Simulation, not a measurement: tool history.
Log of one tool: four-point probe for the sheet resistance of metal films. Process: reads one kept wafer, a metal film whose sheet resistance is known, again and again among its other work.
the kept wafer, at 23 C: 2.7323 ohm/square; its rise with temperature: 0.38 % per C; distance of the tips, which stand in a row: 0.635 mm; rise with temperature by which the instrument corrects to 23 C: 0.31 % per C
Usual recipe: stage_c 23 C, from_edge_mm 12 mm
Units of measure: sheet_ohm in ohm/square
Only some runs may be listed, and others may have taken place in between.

run   hour  stage_c  from_edge_mm  sheet_ohm
  1    0.0       23            12   2.734117
  2   21.8       23            12   2.735474
  3   57.9       23            12   2.735196
  4  103.2       23            12   2.733971
  5  141.4       23            12   2.733530
  6  178.2       23            54   2.728894
  7  204.1       23            12   2.732706
  8  250.2       23            12   2.732297
  9  286.2       23             5   2.752724
 10  327.9       23             5   2.751018
 11  358.0       23            12   2.730754
 12  403.4       23            12   2.729241
 13  434.4       23            12   2.730196
 14  462.3       31            21   2.742787
 15  512.3       22            37   2.723933
 16  556.7       20            41   2.719398
 17  599.5       27            75   2.731773
 18  622.8       27            75   2.731652
 19  650.4       27            75   2.731714
 20  679.4       22            32   2.721940
 21  707.9       23            56   2.723003
 22  731.6       30             4   2.773044
 23  754.6       28            12   2.736768
 24  785.2       28            15   2.734288
 25  834.0       28            15   2.734888
 26  862.6       32            12   2.742181

Same runs, no hidden state in the tool, same run-to-run variation:
The hidden state here: inner tips' distance over the nominal, %; tips' flats over new ones', %; wafer's true temperature over the reading, C; drift of the gauge itself on sheet_ohm, %.
run  sheet_ohm
  1   2.735644
  2   2.737240
  3   2.737360
  4   2.736612
  5   2.736565
  6   2.732273
  7   2.736354
  8   2.736437
  9   2.757312
 10   2.756065
 11   2.736081
 12   2.735074
 13   2.736383
 14   2.749297
 15   2.730939
 16   2.726878
 17   2.739747
 18   2.739898
 19   2.740236
 20   2.730750
 21   2.732116
 22   2.782538
 23   2.746397
 24   2.744265
 25   2.745370
 26   2.752980
